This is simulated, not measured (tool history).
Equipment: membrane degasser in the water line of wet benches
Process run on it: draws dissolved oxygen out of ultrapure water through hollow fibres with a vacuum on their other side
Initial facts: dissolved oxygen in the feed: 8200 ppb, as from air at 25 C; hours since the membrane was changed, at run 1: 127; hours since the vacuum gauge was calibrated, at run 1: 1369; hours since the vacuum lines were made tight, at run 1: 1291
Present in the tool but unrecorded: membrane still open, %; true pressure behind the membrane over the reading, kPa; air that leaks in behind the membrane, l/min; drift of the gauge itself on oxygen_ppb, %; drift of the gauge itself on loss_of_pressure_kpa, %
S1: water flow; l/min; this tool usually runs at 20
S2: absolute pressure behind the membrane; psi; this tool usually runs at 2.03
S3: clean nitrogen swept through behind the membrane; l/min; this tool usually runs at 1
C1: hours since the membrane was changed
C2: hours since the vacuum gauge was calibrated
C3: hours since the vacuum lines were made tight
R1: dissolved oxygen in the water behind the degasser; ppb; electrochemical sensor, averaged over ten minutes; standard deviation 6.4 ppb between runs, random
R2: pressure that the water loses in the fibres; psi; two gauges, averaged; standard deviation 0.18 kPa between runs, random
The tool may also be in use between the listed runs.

| run | day | S1 | S2 | S3 | C1 | C2 | C3 | R1 | R2 |
|---|---|---|---|---|---|---|---|---|---|
| 1 | 0 | 20 | 2.03 | 1 | 127 | 1369 | 1291 | 636.2 | 4.643 |
| 2 | 5.054 | 32 | 2.03 | 1 | 248 | 1490 | 1413 | 1199.2 | 7.42 |
| 3 | 11.075 | 32 | 2.03 | 1 | 393 | 1634 | 1557 | 1224.2 | 7.368 |
| 4 | 17.096 | 29 | 2.03 | 1 | 537 | 1779 | 1701 | 1064.5 | 6.718 |
| 5 | 22.758 | 29 | 2.03 | 1 | 673 | 1915 | 1837 | 1066.1 | 6.776 |
| 6 | 25.871 | 20 | 2.03 | 1 | 748 | 1989 | 1912 | 647 | 4.672 |
| 7 | 32.146 | 20 | 2.03 | 1 | 899 | 2140 | 2063 | 661.2 | 4.675 |
| 8 | 36.742 | 20 | 2.03 | 1 | 1009 | 2250 | 2173 | 667.2 | 4.675 |
| 9 | 40.229 | 20 | 2.03 | 1 | 1093 | 2334 | 2257 | 661.6 | 4.696 |
| 10 | 46.167 | 20 | 5.08 | 1 | 1235 | 2477 | 2399 | 1409.7 | 4.696 |
| 11 | 51.342 | 20 | 2.03 | 1 | 1359 | 2601 | 2523 | 676 | 4.762 |
|  | 51.696 | vacuum gauge calibrated |
| 12 | 58.458 | 20 | 2.03 | 1 | 1530 | 162 | 2694 | 666.3 | 4.721 |
| 13 | 62.896 | 20 | 2.03 | 1 | 1636 | 269 | 2800 | 676.6 | 4.738 |
|  | 66.742 | vacuum gauge calibrated, once more |
| 14 | 68.879 | 20 | 2.03 | 0.45 | 1779 | 51 | 2943 | 1049.2 | 4.751 |
| 15 | 73.604 | 20 | 2.03 | 0.45 | 1893 | 165 | 3057 | 1039.5 | 4.698 |
| 16 | 79.979 | 20 | 2.03 | 0.45 | 2046 | 318 | 3210 | 1057.9 | 4.737 |
| 17 | 86.071 | 20 | 2.03 | 0.45 | 2192 | 464 | 3356 | 1045.4 | 4.709 |
|  | 89.012 | seals of the vacuum lines changed |
| 18 | 89.075 | 30 | 2.03 | 0.61 | 2262 | 534 | 2 | 1405.7 | 7.194 |
| 19 | 95.375 | 21 | 2.19 | 2.76 | 2413 | 685 | 153 | 468.5 | 5.027 |
| 20 | 98.296 | 20 | 4.21 | 0.58 | 2483 | 755 | 223 | 1664.5 | 4.807 |
| 21 | 105.483 | 20 | 4.21 | 0.58 | 2656 | 928 | 395 | 1717.7 | 4.772 |
| 22 | 109.2 | 20 | 4.21 | 0.58 | 2745 | 1017 | 485 | 1684.1 | 4.811 |
| 23 | 115.542 | 26 | 2.23 | 0.58 | 2897 | 1169 | 637 | 1336.6 | 6.29 |
| 24 | 122.692 | 12 | 2.03 | 2.4 | 3069 | 1341 | 808 | 178.5 | 2.878 |
| 25 | 128.329 | 12 | 2.03 | 2.4 | 3204 | 1476 | 944 | 178.3 | 2.92 |
| 26 | 132.025 | 27 | 3.23 | 2.08 | 3293 | 1565 | 1032 | 975.7 | 6.493 |
| 27 | 137.629 | 27 | 1.32 | 1.2 | 3427 | 1699 | 1167 | 770.4 | 6.537 |
| 28 | 141.704 | 29 | 3.6 | 1 | 3525 | 1797 | 1265 | 1626.9 | 7.04 |
| 29 | 145.483 | 29 | 3.6 | 1 | 3616 | 1888 | 1355 | 1627.7 | 7.058 |
| 30 | 151.142 | 19 | 2.96 | 1 | 3752 | 2024 | 1491 | 867 | 4.615 |
| 31 | 155.271 | 16 | 2.03 | 1.82 | 3851 | 2123 | 1590 | 356.7 | 3.916 |
| 32 | 160.808 | 16 | 2.03 | 1.82 | 3983 | 2256 | 1723 | 354.1 | 3.949 |

Hidden state at the last listed run before each entry between runs and at the first one after, where it differs:
Run 11 -> run 12: vacuum gauge calibrated (day 51.696)
  membrane still open, %: 98.2 -> 98; true pressure behind the membrane over the reading, kPa: 0.24 -> 0.31; air that leaks in behind the membrane, l/min: 0.0137 -> 0.0145
  measured less the result without the state, R1: +26.5 -> +30.7 ppb; R2: +0.086 -> +0.097 psi
Run 13 -> run 14: vacuum gauge calibrated, once more (day 66.742)
  membrane still open, %: 97.8 -> 97.6; true pressure behind the membrane over the reading, kPa: 0.32 -> 0.01; air that leaks in behind the membrane, l/min: 0.015 -> 0.0157
  measured less the result without the state, R1: +33 -> +17.3 ppb; R2: +0.104 -> +0.113 psi
Run 17 -> run 18: seals of the vacuum lines changed (day 89.012)
  membrane still open, %: 97 -> 96.9; true pressure behind the membrane over the reading, kPa: 0.05 -> 0.06; air that leaks in behind the membrane, l/min: 0.0177 -> 0.0035
  measured less the result without the state, R1: +24 -> +42.2 ppb; R2: +0.142 -> +0.222 psi
